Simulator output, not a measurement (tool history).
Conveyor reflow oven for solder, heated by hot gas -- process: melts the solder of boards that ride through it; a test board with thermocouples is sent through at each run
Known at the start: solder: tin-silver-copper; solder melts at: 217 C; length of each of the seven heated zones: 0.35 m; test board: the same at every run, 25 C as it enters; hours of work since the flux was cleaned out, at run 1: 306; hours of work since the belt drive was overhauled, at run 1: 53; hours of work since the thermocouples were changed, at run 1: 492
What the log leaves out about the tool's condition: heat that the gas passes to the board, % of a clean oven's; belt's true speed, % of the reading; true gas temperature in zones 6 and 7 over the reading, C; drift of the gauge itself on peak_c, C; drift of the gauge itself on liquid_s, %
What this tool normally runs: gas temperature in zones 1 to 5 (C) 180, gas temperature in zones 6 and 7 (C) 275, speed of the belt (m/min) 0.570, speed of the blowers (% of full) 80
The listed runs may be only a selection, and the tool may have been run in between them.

| run | day | gas temperature in zones 1 to 5 (C) | gas temperature in zones 6 and 7 (C) | speed of the belt (m/min) | speed of the blowers (% of full) | hours of work since the flux was cleaned out | hours of work since the belt drive was overhauled | hours of work since the thermocouples were changed | highest temperature of the board (C) | time above the solder's melting point (s) |
|---|---|---|---|---|---|---|---|---|---|---|
| 1 | 0.000 | 180 | 275 | 0.570 | 80 | 306 | 53 | 492 | 256.4 | 59.5 |
| 2 | 0.362 | 180 | 275 | 0.570 | 80 | 310 | 57 | 496 | 256.7 | 59.3 |
| 3 | 0.762 | 180 | 275 | 0.570 | 80 | 315 | 62 | 500 | 256.6 | 59.4 |
| 4 | 1.233 | 180 | 275 | 0.570 | 80 | 320 | 67 | 505 | 256.2 | 59.4 |
| 5 | 1.796 | 180 | 275 | 0.570 | 80 | 326 | 73 | 511 | 256.3 | 59.5 |
| 6 | 2.279 | 180 | 275 | 0.570 | 80 | 331 | 78 | 517 | 256.2 | 59.4 |
| 7 | 2.721 | 180 | 275 | 0.570 | 80 | 336 | 83 | 521 | 256.1 | 59.3 |
| 8 | 3.262 | 180 | 275 | 0.570 | 80 | 342 | 89 | 527 | 256.1 | 59.5 |
| 9 | 3.642 | 180 | 275 | 0.570 | 80 | 346 | 93 | 531 | 256.4 | 59.2 |
| 10 | 4.150 | 180 | 275 | 0.570 | 80 | 351 | 98 | 537 | 256.4 | 59.3 |
| 11 | 4.488 | 191 | 275 | 0.570 | 80 | 355 | 102 | 541 | 258.0 | 65.0 |
| 12 | 4.850 | 191 | 275 | 0.570 | 80 | 359 | 106 | 544 | 257.9 | 64.7 |
| 13 | 5.138 | 191 | 275 | 0.570 | 80 | 362 | 109 | 548 | 258.0 | 65.0 |
| 14 | 5.588 | 191 | 279 | 0.570 | 61 | 367 | 114 | 552 | 256.5 | 63.0 |
| 15 | 6.112 | 177 | 279 | 0.536 | 76 | 372 | 120 | 558 | 259.9 | 64.4 |
| 16 | 6.525 | 177 | 279 | 0.536 | 76 | 377 | 124 | 563 | 259.8 | 64.5 |
| 17 | 6.804 | 173 | 279 | 0.567 | 76 | 380 | 127 | 566 | 257.1 | 57.5 |
| 18 | 7.308 | 168 | 286 | 0.570 | 54 | 385 | 132 | 571 | 253.7 | 51.6 |
| 19 | 7.633 | 174 | 269 | 0.570 | 70 | 389 | 136 | 575 | 247.2 | 49.7 |
| 20 | 7.933 | 174 | 275 | 0.570 | 70 | 392 | 139 | 578 | 251.7 | 53.6 |
| 21 | 8.188 | 189 | 275 | 0.583 | 80 | 395 | 142 | 581 | 256.8 | 61.7 |
| 22 | 8.488 | 172 | 276 | 0.659 | 57 | 398 | 145 | 584 | 240.9 | 34.9 |

What if the next run were any one of these 4? Each begins from the tool's condition after run 22:
| A | 8.942 | 172 | 276 | 0.516 | 75 | 403 | 150 | 589 | ? | ? |
| B | 8.942 | 180 | 271 | 0.570 | 80 | 403 | 150 | 589 | ? | ? |
| C | 8.942 | 180 | 286 | 0.570 | 58 | 403 | 150 | 589 | ? | ? |
| D | 8.942 | 172 | 267 | 0.553 | 71 | 403 | 150 | 589 | ? | ? |

| run | highest temperature of the board (C) | time above the solder's melting point (s) |
|---|---|---|
| A | 257.2 | 63.8 |
| B | 252.7 | 56.7 |
| C | 258.4 | 59.3 |
| D | 246.1 | 50.3 |
Without the tool's unlogged condition, the same runs would have read:
| run | highest temperature of the board (C) | time above the solder's melting point (s) |
|---|---|---|
| A | 260.4 | 66.1 |
| B | 255.9 | 59.1 |
| C | 261.6 | 61.4 |
| D | 249.2 | 53.4 |

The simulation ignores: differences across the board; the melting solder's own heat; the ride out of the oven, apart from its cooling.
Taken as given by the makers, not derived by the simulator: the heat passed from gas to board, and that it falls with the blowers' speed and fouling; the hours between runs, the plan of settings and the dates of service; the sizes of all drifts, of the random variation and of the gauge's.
